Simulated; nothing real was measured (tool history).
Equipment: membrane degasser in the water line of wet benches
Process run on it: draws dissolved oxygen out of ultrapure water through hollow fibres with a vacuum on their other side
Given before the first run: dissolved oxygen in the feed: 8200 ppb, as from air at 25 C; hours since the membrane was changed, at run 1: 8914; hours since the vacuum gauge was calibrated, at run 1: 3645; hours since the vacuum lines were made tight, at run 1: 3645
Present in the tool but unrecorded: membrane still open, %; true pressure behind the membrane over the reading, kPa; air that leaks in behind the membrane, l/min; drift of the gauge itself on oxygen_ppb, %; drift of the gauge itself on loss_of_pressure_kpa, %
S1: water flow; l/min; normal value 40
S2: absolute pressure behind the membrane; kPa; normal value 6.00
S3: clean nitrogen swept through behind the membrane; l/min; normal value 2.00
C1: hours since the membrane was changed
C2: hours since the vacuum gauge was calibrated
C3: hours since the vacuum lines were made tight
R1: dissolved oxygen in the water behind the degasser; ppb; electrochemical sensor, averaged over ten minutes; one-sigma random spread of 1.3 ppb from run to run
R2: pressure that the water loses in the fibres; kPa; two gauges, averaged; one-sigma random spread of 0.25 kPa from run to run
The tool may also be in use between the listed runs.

| run | hour | S1 | S2 | S3 | C1 | C2 | C3 | R1 | R2 |
|---|---|---|---|---|---|---|---|---|---|
| 1 | 0.0 | 40 | 6.00 | 2.00 | 8914 | 3645 | 3645 | 128.6 | 66.66 |
| 2 | 251.2 | 58 | 6.00 | 2.00 | 9165 | 3896 | 3896 | 179.5 | 96.43 |
| 3 | 465.2 | 58 | 6.00 | 2.00 | 9379 | 4110 | 4110 | 184.1 | 96.13 |
| 4 | 768.4 | 43 | 6.00 | 2.00 | 9682 | 4413 | 4413 | 133.1 | 71.90 |
|  | 827.3 | seals of the vacuum lines changed |
| 5 | 973.8 | 40 | 6.00 | 2.00 | 9886 | 4617 | 147 | 125.1 | 66.65 |
| 6 | 1332.2 | 40 | 6.00 | 2.00 | 10244 | 4975 | 505 | 126.5 | 66.72 |
| 7 | 1665.7 | 40 | 6.00 | 2.00 | 10578 | 5309 | 838 | 126.5 | 66.54 |
| 8 | 1865.3 | 40 | 6.00 | 2.00 | 10777 | 5508 | 1038 | 127.8 | 66.86 |
| 9 | 2180.2 | 40 | 6.00 | 2.00 | 11092 | 5823 | 1353 | 126.0 | 66.73 |
|  | 2284.4 | vacuum gauge calibrated |
| 10 | 2406.9 | 40 | 6.00 | 2.00 | 11318 | 122 | 1579 | 123.7 | 67.12 |
| 11 | 2598.5 | 40 | 6.00 | 2.00 | 11510 | 314 | 1771 | 125.1 | 66.41 |
| 12 | 2778.9 | 40 | 6.00 | 2.00 | 11690 | 494 | 1951 | 125.7 | 66.53 |
| 13 | 2970.6 | 27 | 6.00 | 1.87 | 11882 | 686 | 2143 | 94.7 | 44.75 |
| 14 | 3304.3 | 35 | 4.24 | 4.09 | 12216 | 1020 | 2476 | 22.1 | 58.47 |
| 15 | 3627.3 | 35 | 4.24 | 4.09 | 12539 | 1343 | 2799 | 21.8 | 58.46 |
| 16 | 3926.9 | 59 | 8.36 | 1.97 | 12838 | 1642 | 3099 | 329.6 | 97.51 |
| 17 | 4082.0 | 28 | 9.22 | 1.56 | 12994 | 1798 | 3254 | 240.8 | 46.43 |
| 18 | 4428.7 | 28 | 9.22 | 1.56 | 13340 | 2144 | 3601 | 237.5 | 46.59 |
|  | 4493.6 | membrane cartridge changed |
| 19 | 4698.5 | 28 | 3.76 | 1.56 | 205 | 2410 | 3867 | 23.2 | 46.59 |
| 20 | 5003.0 | 28 | 3.76 | 1.56 | 509 | 2715 | 4171 | 23.0 | 46.78 |
|  | 5294.2 | seals of the vacuum lines changed |
| 21 | 5344.5 | 38 | 6.00 | 0.88 | 849 | 3054 | 50 | 235.2 | 63.37 |
| 22 | 5532.4 | 38 | 6.00 | 0.88 | 1037 | 3242 | 238 | 236.8 | 63.42 |

What differs in the tool's unlogged condition from the final listed run ahead of each entry between runs to the first listed run following it?
Runs 4 to 5: seals of the vacuum lines changed (hour 827.3)
  air that leaks in behind the membrane, l/min: 0.0022 -> 0.002
Runs 9 to 10: vacuum gauge calibrated (hour 2284.4)
  true pressure behind the membrane over the reading, kPa: 0.01 -> 0
Runs 18 to 19: membrane cartridge changed (hour 4493.6)
  membrane still open, %: 99.8 -> 100
Runs 20 to 21: seals of the vacuum lines changed (hour 5294.2)
  air that leaks in behind the membrane, l/min: 0.0022 -> 0.002
